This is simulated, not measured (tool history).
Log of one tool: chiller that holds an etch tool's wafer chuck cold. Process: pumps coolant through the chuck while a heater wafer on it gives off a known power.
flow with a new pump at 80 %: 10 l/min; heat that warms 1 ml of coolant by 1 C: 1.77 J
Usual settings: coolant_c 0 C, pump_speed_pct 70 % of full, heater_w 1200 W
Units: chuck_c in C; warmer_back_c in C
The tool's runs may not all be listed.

{"run": 1, "hour": 0.0, "coolant_c": 0, "pump_speed_pct": 70, "heater_w": 1200, "chuck_c": 14.1, "warmer_back_c": 4.8}
{"run": 2, "hour": 125.2, "coolant_c": 0, "pump_speed_pct": 70, "heater_w": 1200, "chuck_c": 14, "warmer_back_c": 4.77}
{"run": 3, "hour": 222.1, "coolant_c": 0, "pump_speed_pct": 70, "heater_w": 1200, "chuck_c": 14.2, "warmer_back_c": 4.76}
{"run": 4, "hour": 366.2, "coolant_c": 0, "pump_speed_pct": 70, "heater_w": 1200, "chuck_c": 14.1, "warmer_back_c": 4.84}
{"run": 5, "hour": 526.5, "coolant_c": 7, "pump_speed_pct": 70, "heater_w": 1200, "chuck_c": 21.2, "warmer_back_c": 4.82}
{"run": 6, "hour": 675.6, "coolant_c": 7, "pump_speed_pct": 70, "heater_w": 1200, "chuck_c": 21.3, "warmer_back_c": 4.86}
{"run": 7, "hour": 814.4, "coolant_c": 7, "pump_speed_pct": 70, "heater_w": 1200, "chuck_c": 21.5, "warmer_back_c": 4.77}
{"run": 8, "hour": 999.2, "coolant_c": 0, "pump_speed_pct": 70, "heater_w": 1200, "chuck_c": 14.4, "warmer_back_c": 4.81}
{"run": 9, "hour": 1121.1, "coolant_c": 0, "pump_speed_pct": 70, "heater_w": 1200, "chuck_c": 14.5, "warmer_back_c": 4.75}
{"run": 10, "hour": 1312.0, "coolant_c": 0, "pump_speed_pct": 70, "heater_w": 1200, "chuck_c": 14.8, "warmer_back_c": 4.81}
{"run": 11, "hour": 1425.0, "coolant_c": 0, "pump_speed_pct": 70, "heater_w": 1200, "chuck_c": 14.6, "warmer_back_c": 4.77}
{"run": 12, "hour": 1517.4, "coolant_c": 0, "pump_speed_pct": 70, "heater_w": 1491, "chuck_c": 18.2, "warmer_back_c": 6.02}
{"run": 13, "hour": 1672.4, "coolant_c": 0, "pump_speed_pct": 70, "heater_w": 1491, "chuck_c": 18.3, "warmer_back_c": 5.98}
{"run": 14, "hour": 1769.9, "coolant_c": 0, "pump_speed_pct": 70, "heater_w": 1200, "chuck_c": 14.7, "warmer_back_c": 4.84}
{"run": 15, "hour": 1956.8, "coolant_c": 0, "pump_speed_pct": 70, "heater_w": 1200, "chuck_c": 14.7, "warmer_back_c": 4.81}
{"run": 16, "hour": 2062.4, "coolant_c": 0, "pump_speed_pct": 70, "heater_w": 1200, "chuck_c": 14.8, "warmer_back_c": 4.81}
{"run": 17, "hour": 2196.6, "coolant_c": -5, "pump_speed_pct": 70, "heater_w": 926, "chuck_c": 6.8, "warmer_back_c": 3.71}
{"hour": 2283.4, "done": "coolant changed, channels flushed"}
{"run": 18, "hour": 2285.6, "coolant_c": -5, "pump_speed_pct": 70, "heater_w": 926, "chuck_c": 5, "warmer_back_c": 3.72}
{"hour": 2407.5, "done": "chiller's thermometer calibrated"}
{"run": 19, "hour": 2477.8, "coolant_c": -5, "pump_speed_pct": 70, "heater_w": 926, "chuck_c": 4.7, "warmer_back_c": 3.73}
{"run": 20, "hour": 2629.5, "coolant_c": 3, "pump_speed_pct": 70, "heater_w": 1593, "chuck_c": 19.6, "warmer_back_c": 6.46}
{"run": 21, "hour": 2727.3, "coolant_c": 3, "pump_speed_pct": 70, "heater_w": 1593, "chuck_c": 19.6, "warmer_back_c": 6.48}
{"run": 22, "hour": 2876.5, "coolant_c": 3, "pump_speed_pct": 70, "heater_w": 1593, "chuck_c": 19.6, "warmer_back_c": 6.49}
{"run": 23, "hour": 3056.2, "coolant_c": -7, "pump_speed_pct": 88, "heater_w": 1200, "chuck_c": 3.9, "warmer_back_c": 3.77}
{"run": 24, "hour": 3134.9, "coolant_c": 2, "pump_speed_pct": 60, "heater_w": 1200, "chuck_c": 16, "warmer_back_c": 5.81}
{"run": 25, "hour": 3322.5, "coolant_c": 2, "pump_speed_pct": 60, "heater_w": 1200, "chuck_c": 16.3, "warmer_back_c": 5.85}
{"run": 26, "hour": 3498.5, "coolant_c": -1, "pump_speed_pct": 62, "heater_w": 1356, "chuck_c": 14.6, "warmer_back_c": 6.37}
{"run": 27, "hour": 3688.2, "coolant_c": 0, "pump_speed_pct": 70, "heater_w": 1200, "chuck_c": 12.7, "warmer_back_c": 4.9}
{"run": 28, "hour": 3859.0, "coolant_c": 0, "pump_speed_pct": 70, "heater_w": 1200, "chuck_c": 12.7, "warmer_back_c": 4.91}
{"run": 29, "hour": 3954.8, "coolant_c": 0, "pump_speed_pct": 70, "heater_w": 1500, "chuck_c": 16.3, "warmer_back_c": 6.12}
{"run": 30, "hour": 4105.2, "coolant_c": -7, "pump_speed_pct": 66, "heater_w": 1200, "chuck_c": 6.6, "warmer_back_c": 5.3}
{"run": 31, "hour": 4198.1, "coolant_c": -7, "pump_speed_pct": 66, "heater_w": 1200, "chuck_c": 6.5, "warmer_back_c": 5.26}

Forecast each of these 5 alternatives for the next run:
{"run": "A", "hour": 4306.2, "coolant_c": -8, "pump_speed_pct": 66, "heater_w": 1030, "chuck_c": "?", "warmer_back_c": "?"}
{"run": "B", "hour": 4306.2, "coolant_c": -3, "pump_speed_pct": 66, "heater_w": 821, "chuck_c": "?", "warmer_back_c": "?"}
{"run": "C", "hour": 4306.2, "coolant_c": 9, "pump_speed_pct": 70, "heater_w": 1200, "chuck_c": "?", "warmer_back_c": "?"}
{"run": "D", "hour": 4306.2, "coolant_c": 0, "pump_speed_pct": 70, "heater_w": 791, "chuck_c": "?", "warmer_back_c": "?"}
{"run": "E", "hour": 4306.2, "coolant_c": 7, "pump_speed_pct": 66, "heater_w": 1447, "chuck_c": "?", "warmer_back_c": "?"}

run=A chuck_c=3.9 warmer_back_c=4.53
run=B chuck_c=6.7 warmer_back_c=3.6
run=C chuck_c=22.1 warmer_back_c=4.88
run=D chuck_c=8.9 warmer_back_c=3.29
run=E chuck_c=23.4 warmer_back_c=6.31
Without the tool's hidden state the same runs would have given:
run=A chuck_c=2.9 warmer_back_c=4.35
run=B chuck_c=5.8 warmer_back_c=3.46
run=C chuck_c=21 warmer_back_c=4.69
run=D chuck_c=8.1 warmer_back_c=3.16
run=E chuck_c=22.2 warmer_back_c=6.07
